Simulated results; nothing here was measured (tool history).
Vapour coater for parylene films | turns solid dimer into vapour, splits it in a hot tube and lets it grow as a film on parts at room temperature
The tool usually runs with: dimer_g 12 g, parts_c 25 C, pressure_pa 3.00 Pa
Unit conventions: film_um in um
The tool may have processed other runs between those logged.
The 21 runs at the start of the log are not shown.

run	day	dimer_g	parts_c	pressure_pa	hours of work since the trap's valve was overhauled	hours of work since the table's thermometer was calibrated	film_um
22	14.479	20	25	3.00	35	392	4.280
23	15.412	12	25	3.00	52	409	2.558
24	15.871	12	25	3.00	60	417	2.551
25	16.362	21	29	3.79	68	425	3.752
26	17.271	21	29	3.79	85	442	3.760
27	18.200	21	28	3.79	101	458	3.859
28	19.038	20	25	4.05	116	473	3.944
29	19.583	12	26	3.00	125	483	2.476
30	20.071	22	22	3.37	134	491	4.943
31	20.662	22	22	3.37	145	502	4.956
32	21.400	15	20	3.37	158	515	3.567
33	22.104	15	20	3.37	170	527	3.564
34	22.683	15	20	3.37	180	537	3.577
35	23.542	7	25	7.11	196	553	1.201
36	24.292	7	25	7.11	209	566	1.199
37	25.146	9	35	7.11	224	581	1.161
38	25.629	9	35	7.11	233	590	1.168
39	26.183	12	36	2.32	242	599	1.980
40	26.883	12	23	4.36	255	612	2.448
41	27.492	20	25	10.34	266	623	3.119
42	28.325	20	25	10.34	280	637	3.124

Predict the results of run 43:
43	29.058	20	25	10.34	293	650	?

{"run 43": {"film_um": 3.115}}
If the tool had no hidden condition, the same run with the same run-to-run variation would have returned film_um 3.156 um.
